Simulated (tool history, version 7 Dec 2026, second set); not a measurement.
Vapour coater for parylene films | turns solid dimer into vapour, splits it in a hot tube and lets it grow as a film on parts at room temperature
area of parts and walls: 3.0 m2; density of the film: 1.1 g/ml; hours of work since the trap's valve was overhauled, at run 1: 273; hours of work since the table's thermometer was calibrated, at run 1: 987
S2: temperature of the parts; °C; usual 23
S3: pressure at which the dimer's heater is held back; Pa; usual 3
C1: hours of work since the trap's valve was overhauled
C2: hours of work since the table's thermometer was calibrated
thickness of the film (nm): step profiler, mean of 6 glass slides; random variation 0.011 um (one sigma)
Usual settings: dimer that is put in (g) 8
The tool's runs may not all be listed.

Run 1, hour 0: usual settings; C1 273; C2 987. Result: thickness of the film (nm) 1360.
Run 2, hour 28.5: usual settings; C1 291; C2 1005. Result: thickness of the film (nm) 1360.
At hour 58.3: trap's valve overhauled.
Run 3, hour 79.1: usual settings; C1 13; C2 1034. Result: thickness of the film (nm) 1450.
Run 4, hour 111.1: usual settings; C1 34; C2 1055. Result: thickness of the film (nm) 1430.
Run 5, hour 152.9: usual settings; C1 60; C2 1081. Result: thickness of the film (nm) 1420.
Run 6, hour 192.1: usual settings but S3 9.63 Pa; C1 85; C2 1106. Result: thickness of the film (nm) 1100.
Run 7, hour 231.7: usual settings but S3 4.24 Pa; C1 110; C2 1131. Result: thickness of the film (nm) 1310.
Run 8, hour 258.3: usual settings but S3 4.24 Pa; C1 127; C2 1148. Result: thickness of the film (nm) 1320.
Run 9, hour 300.6: usual settings but S3 4.24 Pa; C1 154; C2 1175. Result: thickness of the film (nm) 1290.
Run 10, hour 339.5: usual settings but S3 4.24 Pa; C1 179; C2 1200. Result: thickness of the film (nm) 1290.
Run 11, hour 377.5: usual settings but S3 4.24 Pa; C1 203; C2 1224. Result: thickness of the film (nm) 1280.
Run 12, hour 404: usual settings but S3 4.24 Pa; C1 220; C2 1241. Result: thickness of the film (nm) 1270.
Run 13, hour 434.6: usual settings; C1 239; C2 1260. Result: thickness of the film (nm) 1370.
Run 14, hour 475.1: usual settings; C1 265; C2 1286. Result: thickness of the film (nm) 1370.
Run 15, hour 494.1: usual settings; C1 277; C2 1298. Result: thickness of the film (nm) 1340.
Run 16, hour 514.7: usual settings; C1 290; C2 1311. Result: thickness of the film (nm) 1350.
Run 17, hour 540.6: usual settings; C1 306; C2 1328. Result: thickness of the film (nm) 1360.
At hour 546.7: trap's valve overhauled.
Run 18, hour 587.3: usual settings but dimer that is put in (g) 7, S2 32 °C; C1 26; C2 1355. Result: thickness of the film (nm) 990.
Run 19, hour 626.5: usual settings but dimer that is put in (g) 7, S2 32 °C; C1 51; C2 1380. Result: thickness of the film (nm) 980.
Run 20, hour 661.1: usual settings but dimer that is put in (g) 7, S2 32 °C; C1 73; C2 1402. Result: thickness of the film (nm) 990.
Run 21, hour 689.1: usual settings but S3 5.99 Pa; C1 91; C2 1419. Result: thickness of the film (nm) 1200.
Run 22, hour 730.2: usual settings but dimer that is put in (g) 6, S2 32 °C, S3 4.81 Pa; C1 117; C2 1446. Result: thickness of the film (nm) 760.
Run 23, hour 764.7: usual settings but dimer that is put in (g) 6, S2 21 °C, S3 4.81 Pa; C1 139; C2 1467. Result: thickness of the film (nm) 1000.
Run 24, hour 794.5: usual settings but S2 27 °C, S3 5.34 Pa; C1 157; C2 1486. Result: thickness of the film (nm) 1100.
Run 25, hour 818.2: usual settings but S2 27 °C, S3 5.34 Pa; C1 173; C2 1501. Result: thickness of the film (nm) 1090.
Run 26, hour 843.4: usual settings but dimer that is put in (g) 10, S2 17 °C, S3 2.8 Pa; C1 189; C2 1517. Result: thickness of the film (nm) 2050.
Run 27, hour 873.4: usual settings but dimer that is put in (g) 10, S2 33 °C, S3 4.68 Pa; C1 208; C2 1537. Result: thickness of the film (nm) 1190.
Run 28, hour 903.9: usual settings but dimer that is put in (g) 3, S2 33 °C, S3 10.72 Pa; C1 227; C2 1556. Result: thickness of the film (nm) 310.
Run 29, hour 948.2: usual settings but S2 18 °C, S3 2.61 Pa; C1 255; C2 1584. Result: thickness of the film (nm) 1610.

5 ways to go on from here, each from the tool as it stands after run 29. What would each give?
Run A, hour 969.6: usual settings but dimer that is put in (g) 4, S2 18 °C, S3 11.79 Pa; C1 269; C2 1598. Result: thickness of the film (nm) ?.
Run B, hour 969.6: usual settings but dimer that is put in (g) 5, S2 17 °C, S3 4.12 Pa; C1 269; C2 1598. Result: thickness of the film (nm) ?.
Run C, hour 969.6: usual settings but dimer that is put in (g) 5, S2 31 °C, S3 2.95 Pa; C1 269; C2 1598. Result: thickness of the film (nm) ?.
Run D, hour 969.6: usual settings but dimer that is put in (g) 7, S2 17 °C, S3 3.18 Pa; C1 269; C2 1598. Result: thickness of the film (nm) ?.
Run E, hour 969.6: usual settings but dimer that is put in (g) 14, S2 22 °C, S3 8.34 Pa; C1 269; C2 1598. Result: thickness of the film (nm) ?.

run  thickness of the film (nm)
  A                         580
  B                         920
  C                         690
  D                        1360
  E                        1930
Without the tool's hidden state the same runs would have given:
run  thickness of the film (nm)
  A                         630
  B                        1000
  C                         750
  D                        1480
  E                        2100

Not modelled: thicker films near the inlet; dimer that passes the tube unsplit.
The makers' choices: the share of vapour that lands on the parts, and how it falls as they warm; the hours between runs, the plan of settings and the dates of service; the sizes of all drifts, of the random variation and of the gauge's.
